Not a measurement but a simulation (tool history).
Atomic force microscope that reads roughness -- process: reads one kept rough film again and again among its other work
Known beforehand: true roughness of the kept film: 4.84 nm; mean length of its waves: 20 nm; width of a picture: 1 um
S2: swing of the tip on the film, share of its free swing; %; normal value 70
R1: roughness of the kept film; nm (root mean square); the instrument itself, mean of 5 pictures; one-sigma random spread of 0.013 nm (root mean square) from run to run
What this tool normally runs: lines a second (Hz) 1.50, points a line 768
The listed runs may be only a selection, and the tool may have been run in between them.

run 1 day=0.000 | lines_a_second_(Hz)=1.50 S2=70 points_a_line=768 | R1=1.964
run 2 day=0.542 | lines_a_second_(Hz)=1.50 S2=70 points_a_line=768 | R1=1.878
run 3 day=1.046 | lines_a_second_(Hz)=1.50 S2=70 points_a_line=768 | R1=1.780
-- day=1.154 new tip fitted
run 4 day=2.046 | lines_a_second_(Hz)=1.50 S2=70 points_a_line=768 | R1=2.708
run 5 day=2.850 | lines_a_second_(Hz)=1.50 S2=70 points_a_line=534 | R1=2.406
run 6 day=3.821 | lines_a_second_(Hz)=1.50 S2=70 points_a_line=534 | R1=2.187
run 7 day=4.321 | lines_a_second_(Hz)=1.50 S2=70 points_a_line=534 | R1=2.093
run 8 day=4.875 | lines_a_second_(Hz)=0.57 S2=70 points_a_line=534 | R1=2.015
run 9 day=5.562 | lines_a_second_(Hz)=0.57 S2=70 points_a_line=534 | R1=1.889
-- day=6.067 new tip fitted
run 10 day=6.408 | lines_a_second_(Hz)=0.57 S2=70 points_a_line=534 | R1=3.052
run 11 day=7.246 | lines_a_second_(Hz)=0.57 S2=70 points_a_line=534 | R1=2.714
run 12 day=7.792 | lines_a_second_(Hz)=0.57 S2=70 points_a_line=534 | R1=2.539
run 13 day=8.475 | lines_a_second_(Hz)=1.50 S2=70 points_a_line=768 | R1=2.301
run 14 day=9.067 | lines_a_second_(Hz)=1.50 S2=64 points_a_line=768 | R1=2.184
run 15 day=9.950 | lines_a_second_(Hz)=2.94 S2=78 points_a_line=317 | R1=1.799
run 16 day=10.838 | lines_a_second_(Hz)=1.67 S2=63 points_a_line=314 | R1=1.818

What does the tool deliver on the next run?
-- day=11.008 new tip fitted
run 17 day=11.612 | lines_a_second_(Hz)=1.67 S2=63 points_a_line=314 | R1=?

R1: 2.803 nm (root mean square)
Were there no unlogged condition in the tool, this run, its random variation unchanged, would have produced R1 3.098 nm (root mean square).
